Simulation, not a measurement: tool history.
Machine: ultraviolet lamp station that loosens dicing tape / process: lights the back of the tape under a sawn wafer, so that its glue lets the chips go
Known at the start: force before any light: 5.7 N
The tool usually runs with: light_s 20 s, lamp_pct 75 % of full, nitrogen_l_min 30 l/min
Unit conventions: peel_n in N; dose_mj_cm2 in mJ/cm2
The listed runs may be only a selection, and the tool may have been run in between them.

run	hour	light_s	lamp_pct	nitrogen_l_min	peel_n	dose_mj_cm2
1	0	20	75	30	0.543	366
2	44.5	20	75	30	0.573	356
3	84	20	75	53	0.446	354
4	133.2	24	75	53	0.293	416
5	177.5	20	75	36	0.588	340
6	214.8	20	75	30	0.637	326
7	236.5	20	75	30	0.684	335
8	284.9	20	75	30	0.704	323
9	309	20	75	30	0.733	322
10	340.2	20	75	36	0.667	316
11	367.4	20	75	36	0.661	313
12	398.1	20	75	36	0.697	311
13	424.6	20	75	36	0.71	306
# hour 438.5: window cleaned of glue's vapour
14	472.9	20	75	36	0.548	345
15	520.5	20	75	36	0.564	334
16	552.5	20	81	36	0.505	361
17	581.9	20	81	17	0.815	358
18	627.8	20	73	30	0.715	321
19	672.5	20	73	30	0.762	313
20	708	20	73	30	0.759	307
21	744.5	26	75	30	0.431	402
22	770.5	26	75	30	0.447	399
23	799	39	82	15	0.252	646
24	844.7	39	82	15	0.268	623
25	896	17	62	15	1.94	206
26	941.8	17	62	15	1.831	203
27	965.7	16	96	22	1.007	287
# hour 998.2: lamp changed
28	1014.2	16	71	22	0.712	348
29	1058.5	16	71	22	0.7	345
30	1088.5	39	62	44	0.117	731
31	1121.3	15	97	14	0.637	429
32	1144.9	28	73	55	0.138	603
33	1193	23	73	55	0.203	488
34	1216.1	12	76	52	0.79	256
35	1245.3	31	75	30	0.161	667
36	1266.5	14	75	10	1.419	299
37	1314.8	19	80	30	0.4	419
38	1365.2	19	80	30	0.409	416
# hour 1391.9: window cleaned of glue's vapour
39	1414.8	19	80	30	0.31	469
40	1460.9	13	80	22	0.859	315
41	1485.6	13	80	30	0.727	316
42	1510.7	13	63	30	1.102	246

Below, each run's measurement less what the same run would have read without the hidden state. Both values contain the same run-to-run variation, but the gauge's scatter may not be the same in both:
The hidden state here: lamp's light, % of a new lamp's; light that the window lets through, % of a clean one's; drift of the gauge itself on peel_n, %; drift of the gauge itself on dose_mj_cm2, %.
run	peel_n	dose_mj_cm2
1	+0.285	-147
2	+0.31	-153
3	+0.245	-159
4	+0.161	-199
5	+0.339	-171
6	+0.38	-174
7	+0.414	-181
8	+0.439	-186
9	+0.455	-190
10	+0.425	-193
11	+0.43	-197
12	+0.461	-203
13	+0.471	-205
14	+0.312	-164
15	+0.327	-168
16	+0.295	-187
17	+0.479	-192
18	+0.436	-181
19	+0.481	-187
20	+0.492	-190
21	+0.283	-260
22	+0.296	-266
23	+0.138	-441
24	+0.154	-449
25	+1.064	-156
26	+1.023	-160
27	+0.704	-235
28	+0.126	-37
29	+0.14	-42
30	+0.011	-96
31	+0.154	-62
32	+0.024	-94
33	+0.056	-85
34	+0.221	-48
35	+0.035	-132
36	+0.343	-62
37	+0.148	-96
38	+0.165	-104
39	+0.06	-47
40	+0.157	-37
41	+0.15	-40
42	+0.206	-34
